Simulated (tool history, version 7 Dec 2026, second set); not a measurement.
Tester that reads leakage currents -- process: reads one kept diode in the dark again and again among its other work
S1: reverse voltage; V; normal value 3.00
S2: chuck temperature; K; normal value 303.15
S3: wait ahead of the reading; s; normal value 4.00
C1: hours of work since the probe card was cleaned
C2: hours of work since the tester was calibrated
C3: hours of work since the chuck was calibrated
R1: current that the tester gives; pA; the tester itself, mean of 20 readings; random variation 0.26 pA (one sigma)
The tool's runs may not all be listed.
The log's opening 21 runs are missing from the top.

{"run": 22, "day": 134.912, "S1": 3.04, "S2": 303.15, "S3": 4.0, "C1": 1967, "C2": 2619, "C3": 183, "R1": 88.07}
{"day": 142.892, "done": "probe card cleaned and baked"}
{"run": 23, "day": 143.271, "S1": 3.04, "S2": 303.15, "S3": 4.0, "C1": 7, "C2": 2765, "C3": 330, "R1": 86.71}
{"run": 24, "day": 150.142, "S1": 3.0, "S2": 325.15, "S3": 4.0, "C1": 129, "C2": 2888, "C3": 452, "R1": 392.67}
{"run": 25, "day": 155.558, "S1": 2.29, "S2": 297.15, "S3": 4.0, "C1": 226, "C2": 2984, "C3": 548, "R1": 48.42}
{"run": 26, "day": 161.317, "S1": 2.29, "S2": 297.15, "S3": 4.0, "C1": 328, "C2": 3087, "C3": 651, "R1": 48.68}
{"run": 27, "day": 169.779, "S1": 1.76, "S2": 297.15, "S3": 7.27, "C1": 479, "C2": 3238, "C3": 802, "R1": 42.61}
{"day": 170.304, "done": "chuck's temperature calibrated"}
{"run": 28, "day": 177.267, "S1": 4.76, "S2": 303.15, "S3": 4.0, "C1": 611, "C2": 3370, "C3": 124, "R1": 110.87}
{"run": 29, "day": 183.967, "S1": 1.29, "S2": 304.15, "S3": 8.29, "C1": 730, "C2": 3489, "C3": 243, "R1": 59.49}
{"run": 30, "day": 192.729, "S1": 1.29, "S2": 308.15, "S3": 3.47, "C1": 886, "C2": 3645, "C3": 399, "R1": 79.84}
{"run": 31, "day": 199.333, "S1": 1.16, "S2": 293.15, "S3": 4.0, "C1": 1004, "C2": 3763, "C3": 517, "R1": 25.19}
{"run": 32, "day": 202.975, "S1": 19.84, "S2": 303.15, "S3": 4.0, "C1": 1069, "C2": 3827, "C3": 582, "R1": 251.48}
{"run": 33, "day": 211.354, "S1": 19.84, "S2": 303.15, "S3": 4.0, "C1": 1218, "C2": 3977, "C3": 731, "R1": 255.02}
{"day": 215.817, "done": "chuck's temperature calibrated"}
{"run": 34, "day": 218.458, "S1": 8.25, "S2": 301.15, "S3": 0.83, "C1": 1343, "C2": 4102, "C3": 47, "R1": 133.54}
{"run": 35, "day": 226.517, "S1": 8.25, "S2": 297.15, "S3": 2.03, "C1": 1487, "C2": 4245, "C3": 191, "R1": 100.26}
{"run": 36, "day": 231.088, "S1": 6.26, "S2": 293.15, "S3": 0.66, "C1": 1568, "C2": 4327, "C3": 272, "R1": 66.97}
{"run": 37, "day": 236.058, "S1": 6.26, "S2": 293.15, "S3": 0.66, "C1": 1657, "C2": 4415, "C3": 361, "R1": 67.69}
{"run": 38, "day": 241.85, "S1": 6.26, "S2": 293.15, "S3": 0.66, "C1": 1760, "C2": 4518, "C3": 464, "R1": 68.31}

Here are 5 independent what-if runs from the current tool condition. What would each one return?
{"run": "A", "day": 246.233, "S1": 1.83, "S2": 293.15, "S3": 0.47, "C1": 1838, "C2": 4596, "C3": 542, "R1": "?"}
{"run": "B", "day": 246.233, "S1": 1.61, "S2": 303.15, "S3": 0.97, "C1": 1838, "C2": 4596, "C3": 542, "R1": "?"}
{"run": "C", "day": 246.233, "S1": 1.44, "S2": 312.15, "S3": 4.0, "C1": 1838, "C2": 4596, "C3": 542, "R1": "?"}
{"run": "D", "day": 246.233, "S1": 3.0, "S2": 303.15, "S3": 3.78, "C1": 1838, "C2": 4596, "C3": 542, "R1": "?"}
{"run": "E", "day": 246.233, "S1": 3.0, "S2": 321.15, "S3": 1.16, "C1": 1838, "C2": 4596, "C3": 542, "R1": "?"}

run=A R1=34.23
run=B R1=64.19
run=C R1=114.01
run=D R1=89.88
run=E R1=307.44
Without the tool's unlogged condition, the same runs would have read:
run=A R1=31.59
run=B R1=60.71
run=C R1=109.07
run=D R1=84.41
run=E R1=295.33

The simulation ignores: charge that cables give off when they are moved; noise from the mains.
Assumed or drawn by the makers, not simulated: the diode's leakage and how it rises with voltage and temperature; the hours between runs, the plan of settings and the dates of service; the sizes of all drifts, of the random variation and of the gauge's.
